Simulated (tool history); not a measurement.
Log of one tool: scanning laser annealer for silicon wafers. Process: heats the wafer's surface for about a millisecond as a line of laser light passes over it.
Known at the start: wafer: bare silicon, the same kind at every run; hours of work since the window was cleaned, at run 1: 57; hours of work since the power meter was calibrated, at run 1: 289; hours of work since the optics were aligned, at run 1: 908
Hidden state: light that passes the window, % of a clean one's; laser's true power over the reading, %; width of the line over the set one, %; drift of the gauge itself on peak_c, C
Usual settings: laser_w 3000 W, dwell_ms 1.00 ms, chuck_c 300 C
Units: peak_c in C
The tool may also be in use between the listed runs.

run	day	laser_w	dwell_ms	chuck_c	hours of work since the window was cleaned	hours of work since the power meter was calibrated	hours of work since the optics were aligned	peak_c
1	0.000	3000	1.00	300	57	289	908	1075
2	0.908	3000	1.00	300	72	304	923	1076
3	1.658	2662	1.00	300	84	316	935	993
4	2.442	3000	1.00	300	97	329	948	1073
5	3.067	3000	1.00	300	107	339	958	1072
6	3.842	3000	1.00	300	120	352	970	1069
7	4.596	3000	1.00	300	132	364	983	1067
8	4.988	3000	1.00	300	138	370	989	1070
9	5.679	3000	1.00	300	149	382	1000	1071
10	6.592	3000	1.00	300	164	396	1015	1065
11	7.117	3000	1.00	329	173	405	1024	1099
12	7.725	3000	1.00	329	183	415	1034	1096
13	8.562	3000	1.18	300	196	429	1047	1147
14	8.992	3269	0.87	324	203	436	1054	1095
15	9.512	3040	0.71	324	212	444	1063	961
16	10.429	3040	0.71	324	227	459	1077	961
# day 10.842: optics aligned, line set to its width
17	11.154	2595	0.82	264	235	467	5	870
18	11.708	2683	1.17	278	244	476	14	1043
19	12.354	3142	0.73	284	255	487	25	961
20	13.217	2709	1.00	302	269	501	39	1008
21	14.092	2966	1.22	302	283	515	53	1160

Measured less the same run without the tool's hidden state. The same run-to-run variation is in both; the gauge's scatter may not be:
run	peak_c
1	-11
2	-11
3	-10
4	-13
5	-14
6	-14
7	-15
8	-15
9	-16
10	-16
11	-17
12	-18
13	-20
14	-19
15	-17
16	-16
17	-9
18	-12
19	-11
20	-12
21	-15

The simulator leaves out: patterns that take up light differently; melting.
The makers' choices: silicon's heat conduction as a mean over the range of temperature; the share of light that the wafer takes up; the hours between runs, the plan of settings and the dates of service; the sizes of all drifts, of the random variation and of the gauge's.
